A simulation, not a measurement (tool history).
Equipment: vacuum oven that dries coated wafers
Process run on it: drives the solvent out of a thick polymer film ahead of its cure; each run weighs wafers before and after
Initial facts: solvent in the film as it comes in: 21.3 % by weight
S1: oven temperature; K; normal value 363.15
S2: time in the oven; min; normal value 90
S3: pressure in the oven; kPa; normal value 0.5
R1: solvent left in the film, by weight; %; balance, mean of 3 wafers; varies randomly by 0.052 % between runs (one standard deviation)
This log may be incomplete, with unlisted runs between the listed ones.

run 1 hour=0 | S1=363.15 S2=90 S3=0.5 | R1=1.97
run 2 hour=24.1 | S1=363.15 S2=90 S3=0.5 | R1=1.97
run 3 hour=51.1 | S1=363.15 S2=90 S3=0.5 | R1=1.93
run 4 hour=91.8 | S1=363.15 S2=90 S3=0.5 | R1=1.99
run 5 hour=129.8 | S1=363.15 S2=90 S3=0.5 | R1=2
run 6 hour=168.4 | S1=365.15 S2=90 S3=0.5 | R1=1.74
run 7 hour=191.9 | S1=365.15 S2=90 S3=0.5 | R1=1.71
run 8 hour=226.2 | S1=363.15 S2=90 S3=0.851 | R1=2.53
run 9 hour=269.6 | S1=363.15 S2=90 S3=0.851 | R1=2.55
run 10 hour=305.6 | S1=363.15 S2=90 S3=0.851 | R1=2.58
run 11 hour=327.1 | S1=363.15 S2=90 S3=0.851 | R1=2.66
run 12 hour=351.4 | S1=363.15 S2=90 S3=0.851 | R1=2.59
run 13 hour=397 | S1=363.15 S2=90 S3=0.5 | R1=1.98
run 14 hour=423.9 | S1=349.15 S2=130 S3=0.5 | R1=4.06
run 15 hour=471.3 | S1=350.15 S2=130 S3=0.5 | R1=3.77
run 16 hour=498.6 | S1=350.15 S2=130 S3=0.5 | R1=3.69
run 17 hour=532.1 | S1=363.15 S2=47 S3=0.5 | R1=4.46
run 18 hour=562.1 | S1=363.15 S2=74 S3=0.375 | R1=2.42
run 19 hour=595.7 | S1=369.15 S2=74 S3=0.375 | R1=1.45
run 20 hour=631 | S1=359.15 S2=74 S3=0.299 | R1=3.24
run 21 hour=659.4 | S1=359.15 S2=139 S3=0.446 | R1=1.88
run 22 hour=697 | S1=363.15 S2=74 S3=0.5 | R1=2.62
run 23 hour=742.3 | S1=360.15 S2=90 S3=0.755 | R1=3.21
run 24 hour=775.8 | S1=360.15 S2=90 S3=0.755 | R1=3.08
run 25 hour=823.1 | S1=375.15 S2=136 S3=0.319 | R1=0.77
run 26 hour=845.4 | S1=375.15 S2=136 S3=0.319 | R1=0.78

For some of the steps in R1 from one run to the next: how much would appear even if the tool had no hidden state, given the settings, what came in and random variation, and how much remains for the hidden state plus any gauge scatter that the measured result and the result without hidden state don't share?
Unlogged tool condition in this case: true wafer temperature over the reading, C; true pressure over the reading, kPa; drift of the gauge itself on solvent_pct, %.
Run 13 -> 14: S1 363.15 -> 349.15, S2 90 -> 130. R1 +2.08 %: hidden state +0.46, all else +1.62.
Run 24 -> 25: S1 360.15 -> 375.15, S2 90 -> 136, S3 0.755 -> 0.319. R1 -2.31 %: hidden state -0.41, all else -1.9.
